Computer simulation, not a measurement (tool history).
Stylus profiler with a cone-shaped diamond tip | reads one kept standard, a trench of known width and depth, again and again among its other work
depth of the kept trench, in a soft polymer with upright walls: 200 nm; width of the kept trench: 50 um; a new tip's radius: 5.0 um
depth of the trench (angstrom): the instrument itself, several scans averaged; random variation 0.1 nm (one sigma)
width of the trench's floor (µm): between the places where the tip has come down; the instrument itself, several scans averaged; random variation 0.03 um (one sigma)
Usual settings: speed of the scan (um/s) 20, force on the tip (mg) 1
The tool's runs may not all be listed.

run,hour,speed of the scan (um/s),force on the tip (mg),depth of the trench (angstrom),width of the trench's floor (µm)
1,0,20,1,2008,46.65
2,10,20,1,2010.8,46.66
3,26.9,20,1,2009.5,46.63
4,36.3,20,0.93,2008.7,46.62
5,50.9,20,0.72,2007.1,46.56
6,63.8,20,0.51,2003.9,46.56
7,74.2,20,0.93,2010,46.58
8,82.2,20,0.93,2009.6,46.56
9,98.3,20,1,2008.5,46.59
10,107.6,20,1,2008,46.57
11,122.5,7,1,2011.6,46.73
12,134.5,7,1,2008.7,46.69
13,153.1,7,1,2008.8,46.65
14,171.2,7,1,2007.6,46.7
15,186.2,7,1,2008,46.71
16,194.1,7,1,2009.2,46.63
17,212.8,20,0.87,2009.2,46.52
18,231.8,20,1,2009,46.53
19,248.6,20,1,2007.6,46.51
20,260.3,30,1,2008.2,46.39
21,272,30,1,2008.1,46.4
22,289.9,20,1,2009.1,46.42
23,299.6,20,0.9,2007.5,46.46
24,311.2,20,0.9,2009.2,46.42
25,328.5,20,0.9,2007.6,46.38
26,337.5,20,0.9,2007.4,46.47
27,353.9,7,0.42,2004.1,46.55
28,370.8,24,2.67,2019.4,46.54
29,383.3,10,2.32,2018.4,46.62
30,392,10,2.32,2016.7,46.57
31,408.9,18,1,2006.6,46.44
32,426.5,20,1.02,2007.1,46.45
33,439.3,30,0.81,2006.4,46.21
# hour 440.8: height scale calibrated on a step standard
34,456.6,6,1.78,2012.2,46.55
35,473.6,42,0.76,2004.1,46.15
36,485.9,46,2.36,2017.2,46.19
37,494.8,38,1,2005.7,46.19
38,511.3,50,0.63,2004.2,45.96
39,521.7,11,0.76,2003.1,46.39
# hour 531.1: height scale calibrated on a step standard, once more
40,540.4,11,0.76,2010.4,46.42
41,550.2,11,0.76,2009.7,46.36
42,561.2,11,0.76,2012.1,46.4
43,573.5,20,0.43,2007.9,46.21
44,590.2,20,1.03,2013.5,46.31
45,608.1,15,1,2011.7,46.35
46,616.6,15,1,2011.9,46.3
47,632.1,15,1,2011.8,46.34

3 ways to go on from here, each from the tool as it stands after run 47. What would each give?
A,646.4,6,0.51,?,?
B,646.4,64,0.68,?,?
C,646.4,26,0.35,?,?

run,depth of the trench (angstrom),width of the trench's floor (µm)
A,2005.7,46.39
B,2010.1,45.7
C,2007.3,46.06
Without the tool's hidden state the same runs would have given:
run,depth of the trench (angstrom),width of the trench's floor (µm)
A,2006,47.13
B,2010.4,46.44
C,2007.6,46.8
